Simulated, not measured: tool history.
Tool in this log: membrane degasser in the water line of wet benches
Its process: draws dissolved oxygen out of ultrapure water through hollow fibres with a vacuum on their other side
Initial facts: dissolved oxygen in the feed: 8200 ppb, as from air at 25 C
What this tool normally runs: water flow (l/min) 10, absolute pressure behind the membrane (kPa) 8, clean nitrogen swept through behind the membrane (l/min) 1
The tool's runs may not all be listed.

run	day	water flow (l/min)	absolute pressure behind the membrane (kPa)	clean nitrogen swept through behind the membrane (l/min)	dissolved oxygen in the water behind the degasser (ppb)	pressure that the water loses in the fibres (kPa)
1	0	10	8	1	119.9	37.1
2	4.233	10	8	1	117.3	37.05
3	8.15	10	8	1	116.6	37.2
4	10.288	11	8	1	129	41.14
5	13.317	16	8	1	211.5	60
6	17.321	10	8	0.95	121	37.49
7	21.117	10	8	0.95	120.4	37.43
8	25.1	10	8	0.95	121.3	36.98
9	27.933	10	8	0.95	120.7	37.06
10	32.129	10	8	0.95	121.7	37.13
11	36.358	10	8	0.95	123	36.87
12	41.033	10	8	0.95	122.6	37.04
13	44.312	10	8	0.95	120.6	37.12

Estimate the outcome of run 14 from the log above:
14	49.238	10	8.39	0.95	?	?

Run 14 produced dissolved oxygen in the water behind the degasser (ppb) 131.1, pressure that the water loses in the fibres (kPa) 37.31.
Without the tool's hidden state the same run would have given dissolved oxygen in the water behind the degasser (ppb) 130.7, pressure that the water loses in the fibres (kPa) 37.65.
